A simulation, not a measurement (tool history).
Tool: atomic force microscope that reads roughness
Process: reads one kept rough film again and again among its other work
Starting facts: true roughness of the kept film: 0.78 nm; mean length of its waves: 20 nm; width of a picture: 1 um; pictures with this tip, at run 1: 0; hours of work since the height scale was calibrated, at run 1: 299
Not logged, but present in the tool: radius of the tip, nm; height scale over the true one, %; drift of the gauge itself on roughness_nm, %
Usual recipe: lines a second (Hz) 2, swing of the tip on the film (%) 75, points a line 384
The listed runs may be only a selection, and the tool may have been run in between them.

run   hour  lines a second (Hz)  swing of the tip on the film (%)  points a line  pictures with this tip  hours of work since the height scale was calibrated  roughness of the kept film (nm (root mean square))
  1      0                    2                                75            384                       0                                                  299                                                0.63
  2   11.9                    2                                75            321                      19                                                  306                                               0.616
  3   19.1                    2                                75            490                      30                                                  310                                               0.612
  4   28.6                    2                                75            384                      45                                                  316                                               0.604
  5   37.5                  1.2                                75            384                      58                                                  321                                               0.616
  6   48.2                    2                                75            384                      75                                                  327                                               0.586
  7   59.2                    2                                75            384                      92                                                  334                                               0.569
  8     66                    2                                75            384                     102                                                  338                                               0.564
  9   76.7                    2                                60            384                     119                                                  344                                               0.602
 10   90.4                    2                                60            384                     140                                                  352                                               0.589
 11   97.8                    2                                75            688                     152                                                  356                                               0.545
     100.9  -- new tip fitted
 12  111.7                    2                                75            688                      17                                                  364                                               0.626
 13  123.5                    2                                75            688                      35                                                  371                                               0.612
 14  135.9                    2                                75            688                      54                                                  378                                               0.601
 15  147.6                    2                                75            688                      72                                                  385                                               0.582
 16  155.7                    2                                55            486                      85                                                  390                                               0.625
 17  166.9                    2                                55            486                     102                                                  396                                               0.614
 18  175.7                 3.75                                75            384                     116                                                  401                                               0.509
 19  183.3                    2                                81            656                     128                                                  406                                                0.53
 20    193                    2                                59            381                     143                                                  411                                               0.573
     201.3  -- new tip fitted
 21  205.1                 1.46                                88            381                       6                                                  418                                               0.605
 22  217.1                  0.5                                80            792                      24                                                  425                                               0.664
 23  222.9                 1.03                                79            469                      33                                                  428                                               0.637
 24  228.8                 1.03                                79            469                      42                                                  432                                               0.629
 25    242                 1.03                                79            469                      63                                                  440                                                0.61
 26  251.4                 0.66                                64            266                      77                                                  445                                               0.622
 27  262.4                 1.28                                75            762                      95                                                  451                                                 0.6
 28  273.1                 0.78                                76            821                     111                                                  458                                               0.612
 29  282.9                    2                                73            648                     126                                                  463                                               0.559

3 ways to go on from here, each from the tool as it stands after run 29. What would each give?
  A   293                 2.22                                81            648                     142                                                  469                                                   ?
  B   293                 1.84                                76            653                     142                                                  469                                                   ?
  C   293                 2.15                                58            364                     142                                                  469                                                   ?

run  roughness of the kept film (nm (root mean square))
  A                                               0.513
  B                                               0.545
  C                                               0.578
What these runs would have given with no unlogged condition in the tool:
run  roughness of the kept film (nm (root mean square))
  A                                               0.607
  B                                               0.646
  C                                               0.683

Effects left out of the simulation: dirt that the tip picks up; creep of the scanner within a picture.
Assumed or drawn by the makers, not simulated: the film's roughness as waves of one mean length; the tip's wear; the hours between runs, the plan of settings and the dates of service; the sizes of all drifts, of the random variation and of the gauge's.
